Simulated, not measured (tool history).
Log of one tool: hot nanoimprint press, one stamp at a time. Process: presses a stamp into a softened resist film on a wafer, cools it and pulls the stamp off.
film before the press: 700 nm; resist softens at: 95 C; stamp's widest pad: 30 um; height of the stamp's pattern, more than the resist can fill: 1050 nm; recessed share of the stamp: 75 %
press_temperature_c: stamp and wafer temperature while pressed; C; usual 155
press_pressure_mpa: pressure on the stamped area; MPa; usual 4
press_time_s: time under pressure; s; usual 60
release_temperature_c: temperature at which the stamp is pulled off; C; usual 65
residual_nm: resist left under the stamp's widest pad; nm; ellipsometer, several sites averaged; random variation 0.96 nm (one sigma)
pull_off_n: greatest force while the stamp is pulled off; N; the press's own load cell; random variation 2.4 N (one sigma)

run    hour  press_temperature_c  press_pressure_mpa  press_time_s  release_temperature_c  residual_nm  pull_off_n
  1       0                  155                   4            60                     65        252.6         211
  2    35.2                  159                   4            60                     65        215.7         213
       45.2  -- stamp cleaned and given a new release coat
       56.3  -- plate thermocouple calibrated
  3      90                  159                   4            60                     65        224.9         190
  4   134.5                  157                   4            60                     65        242.8         194
  5     172                  157                   4            60                     65        242.9         192
  6   211.7                  157                   4            60                     65        243.5         198
  7   253.7                  157                   4            60                     65        240.8         197
  8   289.4                  157                   4            60                     65        241.4         205
  9   324.7                  162                   4            60                     65        196.9         202
 10   354.1                  162                   4            60                     65        195.2         204
 11   405.1                  162                   4            60                     65        194.8         210
 12   440.1                  155                   4            60                     65          260         206
 13   477.8                  155                   4            60                     65        256.4         210
      495.5  -- stamp cleaned and given a new release coat
 14   518.1                  155                   4            60                     65          259         183
 15   543.7                  155                   4            60                     65        257.4         191
 16   588.8                  155                4.54            33                     65        307.7         187
 17   630.9                  155                4.54            33                     65          309         192
 18   681.6                  155                5.87            35                     66        269.5         193
 19     717                  151                2.52            35                     67        433.8         193
        724  -- plate thermocouple calibrated
      744.5  -- press's hydraulic seals changed and the load cell set to zero
 20   749.2                  151                2.52            35                     67        443.7         196
 21   777.5                  151                2.52            98                     67        310.9         199
 22   828.6                  151                2.52            98                     67        308.6         198
 23   880.2                  155                3.46           113                     65        212.4         209
 24   924.3                  155                3.46           113                     58        210.3         224
      953.1  -- stamp cleaned and given a new release coat
 25   969.5                  165                   4            60                     61        173.3         199
 26  1016.8                  155                5.78            60                     65        217.4         185
 27  1055.5                  166                5.78            60                     65        138.4         188
 28    1103                  166                5.78            60                     65        138.7         194
 29  1138.8                  166                5.78            60                     65        139.2         196

Forecast each of these 3 alternatives for the next run:
  A  1162.4                  167                4.27            60                     60            ?           ?
  B  1162.4                  146                3.49            33                     65            ?           ?
  C  1162.4                  166                3.95            60                     65            ?           ?

run  residual_nm  pull_off_n
  A        154.7         205
  B        469.3         202
  C        165.9         198
Without the tool's hidden state the same runs would have given:
run  residual_nm  pull_off_n
  A        159.3         194
  B        482.6         191
  C          171         187
